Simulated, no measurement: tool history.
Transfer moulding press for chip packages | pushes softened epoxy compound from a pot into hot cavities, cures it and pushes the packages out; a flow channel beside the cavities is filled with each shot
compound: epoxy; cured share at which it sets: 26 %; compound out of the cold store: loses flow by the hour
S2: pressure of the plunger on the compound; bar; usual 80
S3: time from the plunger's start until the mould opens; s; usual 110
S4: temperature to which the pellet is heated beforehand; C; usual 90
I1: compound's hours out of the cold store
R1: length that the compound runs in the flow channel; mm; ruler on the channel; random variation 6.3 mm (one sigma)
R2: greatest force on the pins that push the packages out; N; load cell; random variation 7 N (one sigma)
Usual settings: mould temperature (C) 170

Run 1, day 0: usual settings; I1 24.1. Result: R1 675 mm, R2 289 N.
At day 0.912: plunger's sealing rings changed.
Run 2, day 2.55: usual settings but S3 141 s; I1 10.8. Result: R1 718 mm, R2 252 N.
At day 3.017: cavities cleaned with cleaning compound and waxed.
Run 3, day 4.788: usual settings but mould temperature (C) 175; I1 29.8. Result: R1 663 mm, R2 267 N.
At day 6.062: cavities cleaned with cleaning compound and waxed.
Run 4, day 7.262: usual settings but mould temperature (C) 175; I1 18.7. Result: R1 682 mm, R2 273 N.
At day 9.096: cavities cleaned with cleaning compound and waxed.
Run 5, day 9.796: usual settings but S3 92 s; I1 43.6. Result: R1 648 mm, R2 369 N.
Run 6, day 11.738: usual settings but S3 92 s; I1 36.4. Result: R1 667 mm, R2 375 N.
At day 11.95: mould's thermocouples calibrated.
At day 12.204: cavities cleaned with cleaning compound and waxed.
Run 7, day 13.171: usual settings but S3 92 s; I1 30.3. Result: R1 667 mm, R2 387 N.
Run 8, day 14.25: usual settings but S3 92 s; I1 9.1. Result: R1 702 mm, R2 415 N.
At day 15.175: cavities cleaned with cleaning compound and waxed.
Run 9, day 16.762: usual settings but S3 92 s; I1 35.1. Result: R1 678 mm, R2 379 N.
At day 18.188: cavities cleaned with cleaning compound and waxed.
Run 10, day 18.592: usual settings but S3 119 s; I1 11.7. Result: R1 703 mm, R2 277 N.
At day 20.033: plunger's sealing rings changed.
Run 11, day 20.904: usual settings but S3 119 s; I1 38.6. Result: R1 658 mm, R2 277 N.
At day 21.362: cavities cleaned with cleaning compound and waxed.
Run 12, day 22.938: usual settings but S3 119 s; I1 47.4. Result: R1 648 mm, R2 291 N.
At day 24.358: cavities cleaned with cleaning compound and waxed.
Run 13, day 25.058: usual settings but S3 119 s; I1 42.8. Result: R1 657 mm, R2 264 N.
At day 27.358: cavities cleaned with cleaning compound and waxed.
Run 14, day 27.625: usual settings but mould temperature (C) 172, S2 98.2 bar, S3 119 s; I1 40.6. Result: R1 721 mm, R2 273 N.
Run 15, day 28.7: usual settings but mould temperature (C) 169, S2 93.3 bar, S4 89 C; I1 39.2. Result: R1 717 mm, R2 315 N.
At day 30.433: cavities cleaned with cleaning compound and waxed.
Run 16, day 31.046: usual settings but S2 65.2 bar, S4 86 C; I1 17.4. Result: R1 627 mm, R2 294 N.
Run 17, day 32.25: usual settings but S2 65.2 bar, S4 86 C; I1 14.2. Result: R1 628 mm, R2 299 N.
At day 33.371: cavities cleaned with cleaning compound and waxed.
Run 18, day 34.25: usual settings but S2 65.2 bar, S4 86 C; I1 39.5. Result: R1 597 mm, R2 286 N.
Run 19, day 36: usual settings but mould temperature (C) 176, S2 65.2 bar, S4 86 C; I1 24.5. Result: R1 594 mm, R2 269 N.
At day 36.342: cavities cleaned with cleaning compound and waxed.
Run 20, day 38.492: usual settings but mould temperature (C) 176, S2 65.2 bar, S4 86 C; I1 38.1. Result: R1 589 mm, R2 277 N.
At day 39.138: plunger's sealing rings changed.
At day 39.367: cavities cleaned with cleaning compound and waxed.
Run 21, day 40.8: usual settings but mould temperature (C) 164, S2 95.6 bar, S4 94 C; I1 43.9. Result: R1 727 mm, R2 373 N.
At day 42.317: cavities cleaned with cleaning compound and waxed.
Run 22, day 43.404: usual settings but mould temperature (C) 164, S2 95.6 bar, S4 94 C; I1 23.3. Result: R1 778 mm, R2 416 N.
At day 45.275: cavities cleaned with cleaning compound and waxed.
Run 23, day 45.621: usual settings but S2 94.5 bar; I1 47.7. Result: R1 698 mm, R2 286 N.
At day 47.379: mould's thermocouples calibrated.
Run 24, day 47.812: usual settings but mould temperature (C) 166, S3 140 s; I1 31.9. Result: R1 678 mm, R2 277 N.
At day 48.446: cavities cleaned with cleaning compound and waxed.
Run 25, day 50.192: usual settings but mould temperature (C) 166, S3 140 s; I1 26.4. Result: R1 704 mm, R2 282 N.
At day 51.354: cavities cleaned with cleaning compound and waxed.
Run 26, day 52.238: usual settings but mould temperature (C) 172, S2 71.4 bar, S3 122 s, S4 89 C; I1 10.1. Result: R1 671 mm, R2 268 N.

Forecast each of these 5 alternatives for the next run:
At day 54.362: cavities cleaned with cleaning compound and waxed.
Run A, day 54.592: usual settings but S2 85.5 bar; I1 29.5. Result: R1 ?, R2 ?.
At day 54.362: cavities cleaned with cleaning compound and waxed.
Run B, day 54.592: usual settings but mould temperature (C) 172, S2 71.4 bar, S3 99 s, S4 89 C; I1 10.5. Result: R1 ?, R2 ?.
At day 54.362: cavities cleaned with cleaning compound and waxed.
Run C, day 54.592: usual settings but S2 87.1 bar; I1 30.8. Result: R1 ?, R2 ?.
At day 54.362: cavities cleaned with cleaning compound and waxed.
Run D, day 54.592: usual settings but S2 96.1 bar, S4 81 C; I1 27.3. Result: R1 ?, R2 ?.
At day 54.362: cavities cleaned with cleaning compound and waxed.
Run E, day 54.592: usual settings but mould temperature (C) 171, S2 62.9 bar; I1 20.3. Result: R1 ?, R2 ?.

run   R1   R2
  A  712  297
  B  668  299
  C  702  292
  D  752  289
  E  613  293
Without the tool's hidden state the same runs would have given:
run   R1   R2
  A  714  297
  B  670  298
  C  704  291
  D  754  288
  E  615  292
